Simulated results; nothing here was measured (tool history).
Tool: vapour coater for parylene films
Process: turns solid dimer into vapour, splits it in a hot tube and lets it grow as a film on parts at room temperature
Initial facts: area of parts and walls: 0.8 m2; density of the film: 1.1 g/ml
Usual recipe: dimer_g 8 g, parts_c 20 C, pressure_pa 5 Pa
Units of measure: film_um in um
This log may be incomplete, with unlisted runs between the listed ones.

| run | hour | dimer_g | parts_c | pressure_pa | film_um |
|---|---|---|---|---|---|
| 1 | 0 | 8 | 20 | 5 | 7.08 |
| 2 | 22.4 | 8 | 20 | 5 | 7.08 |
| 3 | 46.8 | 8 | 24 | 5 | 5.9 |
| 4 | 65.7 | 8 | 19 | 5 | 7.49 |
| 5 | 93.1 | 8 | 13 | 5 | 8.99 |
| 6 | 136.2 | 8 | 20 | 5 | 7.24 |
| 7 | 168 | 8 | 20 | 5 | 7.07 |
| 8 | 193.2 | 8 | 20 | 5 | 7.23 |
| 9 | 219.9 | 8 | 20 | 5 | 7.27 |
| 10 | 252.7 | 8 | 20 | 5 | 7.16 |
| 11 | 291.9 | 8 | 20 | 5 | 7.16 |
| 12 | 322.2 | 8 | 20 | 5 | 7.11 |
| 13 | 363 | 8 | 20 | 5 | 7.21 |
| 14 | 402.8 | 8 | 20 | 5 | 7.16 |
| 15 | 437.3 | 8 | 19 | 5 | 7.43 |
| 16 | 477.6 | 8 | 19 | 5 | 7.47 |
| 17 | 500 | 8 | 20 | 5 | 7.13 |
| 18 | 517.6 | 8 | 20 | 5 | 7.15 |
| 19 | 560.7 | 8 | 20 | 5 | 7.12 |
|  | 567.5 | trap's valve overhauled |
| 20 | 599.2 | 8 | 20 | 5 | 7.2 |
| 21 | 617.6 | 8 | 20 | 5 | 7.13 |
| 22 | 645 | 8 | 20 | 5 | 7.26 |
| 23 | 676.1 | 8 | 20 | 6.84 | 6.7 |
| 24 | 716.7 | 8 | 20 | 6.84 | 6.7 |
| 25 | 739.5 | 8 | 18 | 2.79 | 8.88 |
| 26 | 774.3 | 8 | 20 | 8.89 | 6.51 |
| 27 | 798.1 | 7 | 15 | 2.09 | 7.86 |
| 28 | 840.5 | 7 | 15 | 2.09 | 7.85 |
| 29 | 876.3 | 4 | 28 | 5.97 | 2.31 |
| 30 | 904.8 | 4 | 28 | 5.97 | 2.33 |
| 31 | 943.2 | 4 | 28 | 5.97 | 2.37 |
| 32 | 972.9 | 8 | 14 | 5 | 8.9 |
| 33 | 1003.2 | 8 | 14 | 5 | 8.95 |
| 34 | 1038.6 | 7 | 20 | 5 | 6.23 |
| 35 | 1080.1 | 5 | 20 | 5 | 4.54 |
| 36 | 1110.9 | 11 | 25 | 5 | 7.68 |
| 37 | 1136.6 | 3 | 20 | 5.66 | 2.61 |
| 38 | 1159 | 3 | 20 | 5.66 | 2.64 |
| 39 | 1193.3 | 10 | 16 | 5.66 | 10.76 |
| 40 | 1216.8 | 5 | 12 | 2.1 | 5.5 |
| 41 | 1249.7 | 5 | 18 | 2.17 | 5.51 |
| 42 | 1282.3 | 5 | 18 | 2.17 | 5.52 |
|  | 1294.7 | trap's valve overhauled |
| 43 | 1310.6 | 8 | 20 | 3.84 | 7.65 |
| 44 | 1338.7 | 3 | 21 | 2.57 | 2.92 |
| 45 | 1367.7 | 7 | 21 | 6.43 | 5.68 |
| 46 | 1388 | 6 | 26 | 8.75 | 3.63 |

What if the next run were any one of these 5? Each begins from the tool's condition after run 46:
| A | 1407.6 | 8 | 27 | 5 | ? |
| B | 1407.6 | 8 | 20 | 3.69 | ? |
| C | 1407.6 | 5 | 14 | 2.42 | ? |
| D | 1407.6 | 4 | 20 | 2.48 | ? |
| E | 1407.6 | 4 | 26 | 9.51 | ? |

| run | film_um |
|---|---|
| A | 5.06 |
| B | 7.69 |
| C | 5.53 |
| D | 4.17 |
| E | 2.36 |
What these runs would have given with no unlogged condition in the tool:
| run | film_um |
|---|---|
| A | 5.06 |
| B | 7.7 |
| C | 5.54 |
| D | 4.18 |
| E | 2.36 |

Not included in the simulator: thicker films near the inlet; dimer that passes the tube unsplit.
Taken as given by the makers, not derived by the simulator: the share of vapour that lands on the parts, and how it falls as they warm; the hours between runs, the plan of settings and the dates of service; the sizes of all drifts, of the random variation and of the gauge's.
